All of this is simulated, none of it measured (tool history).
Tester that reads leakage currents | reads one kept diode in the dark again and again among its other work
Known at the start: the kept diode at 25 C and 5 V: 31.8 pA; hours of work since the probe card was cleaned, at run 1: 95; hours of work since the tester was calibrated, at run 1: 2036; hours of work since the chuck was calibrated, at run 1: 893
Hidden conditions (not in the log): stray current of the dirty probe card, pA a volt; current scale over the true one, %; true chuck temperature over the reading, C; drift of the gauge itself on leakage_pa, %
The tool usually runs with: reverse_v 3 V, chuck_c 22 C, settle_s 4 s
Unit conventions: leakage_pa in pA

| run | hour | reverse_v | chuck_c | settle_s | hours of work since the probe card was cleaned | hours of work since the tester was calibrated | hours of work since the chuck was calibrated | leakage_pa |
|---|---|---|---|---|---|---|---|---|
| 1 | 0 | 3 | 22 | 4 | 95 | 2036 | 893 | 21.69 |
| 2 | 61.7 | 3.86 | 22 | 4 | 132 | 2073 | 930 | 24.12 |
| 3 | 101.9 | 1.56 | 22 | 4 | 156 | 2097 | 955 | 16.3 |
| 4 | 190.8 | 3 | 22 | 4 | 210 | 2151 | 1009 | 21.95 |
| 5 | 257.2 | 3 | 22 | 4 | 251 | 2191 | 1049 | 22 |
| 6 | 313.1 | 3 | 22 | 4 | 284 | 2225 | 1083 | 22.08 |
| 7 | 381.1 | 3 | 22 | 4 | 326 | 2266 | 1124 | 22.4 |
| 8 | 440.6 | 3 | 22 | 4 | 362 | 2302 | 1160 | 22.26 |
|  | 448.3 | probe card cleaned and baked |
| 9 | 519.3 | 3 | 22 | 4 | 43 | 2348 | 1206 | 22.75 |
| 10 | 576.9 | 3 | 22 | 4 | 78 | 2383 | 1241 | 22.91 |
| 11 | 617.5 | 3 | 22 | 4 | 103 | 2408 | 1265 | 22.89 |
|  | 640.9 | probe card cleaned and baked, once more |
| 12 | 690.4 | 3 | 22 | 4 | 30 | 2450 | 1308 | 22.51 |
| 13 | 738.5 | 3 | 22 | 4 | 59 | 2479 | 1337 | 22.27 |
| 14 | 816.4 | 1.55 | 23 | 7.26 | 106 | 2527 | 1384 | 18.72 |
| 15 | 861.3 | 2.57 | 22 | 7.26 | 134 | 2554 | 1411 | 21.19 |
| 16 | 938.4 | 3 | 29 | 4 | 180 | 2601 | 1458 | 42.19 |
| 17 | 998.3 | 3 | 30 | 4 | 217 | 2637 | 1494 | 46.09 |
| 18 | 1049.2 | 9.87 | 30 | 0.37 | 247 | 2668 | 1525 | 80.03 |

Run 19 is up next; what results do you expect?
| 19 | 1142 | 9.87 | 30 | 0.37 | 304 | 2724 | 1581 | ? |

{"run 19": {"leakage_pa": 81.53}}
On a tool with no hidden condition, and with the same random variation, this run would have come out at leakage_pa 69.99 pA.
